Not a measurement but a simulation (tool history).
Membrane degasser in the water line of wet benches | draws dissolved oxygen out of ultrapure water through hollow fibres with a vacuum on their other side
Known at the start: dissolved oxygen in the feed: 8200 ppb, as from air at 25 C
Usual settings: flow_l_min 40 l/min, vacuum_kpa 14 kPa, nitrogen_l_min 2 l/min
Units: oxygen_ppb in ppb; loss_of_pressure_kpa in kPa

run	hour	flow_l_min	vacuum_kpa	nitrogen_l_min	oxygen_ppb	loss_of_pressure_kpa
1	0	40	14	2	470.9	50.02
2	26.4	25	14	2	306.5	31.02
3	47.2	25	14	2	308.4	31.34
4	73.6	25	14	2	306.7	31.33
5	119.1	25	14	2	307.5	31.33
6	146.8	39	14	2	460.8	48.52
7	170.1	40	14	2	470.8	49.84
8	198.1	40	14	2	474	49.73
9	244.1	40	14	2	472.2	49.61
10	273.2	40	14	2	472.5	49.95
11	297.3	40	14	2	471.5	49.81
12	341.5	40	13.8	2	465.8	49.7
13	368.6	59	14	2	697.3	73.48
14	405.2	57	14	2	675.3	71.18
15	443.1	57	14	2	674.1	71.23
16	486	57	14	2	675.2	71.28
17	511.8	44	9.7	4.94	156.3	54.91
18	557.9	50	23.7	2	1026.1	62.43
19	589.1	56	14	5.99	291.5	69.59
20	623.5	56	14	5.99	292.8	70.23
21	649.5	51	16.5	1.34	968.6	63.76
22	691.7	51	16.5	1.34	967.9	64.25
23	724.4	34	31.4	2	976.5	42.85
24	745.4	34	31.4	2	979.7	42.46
25	791.7	40	14	2.39	408.3	50.23
26	833.1	64	14	2.39	680.1	80.16
27	874.7	49	29.9	2	1264.6	61.55
28	901.4	39	14	2	461.8	48.83
29	932.8	27	33.2	1	1474.2	33.49

Forecast run 30:
30	959.6	27	33.2	1	?	?

Run 30 gave oxygen_ppb 1477.1 ppb, loss_of_pressure_kpa 33.77 kPa.
Without the tool's hidden state the same run would have given oxygen_ppb 1471 ppb, loss_of_pressure_kpa 33.35 kPa.
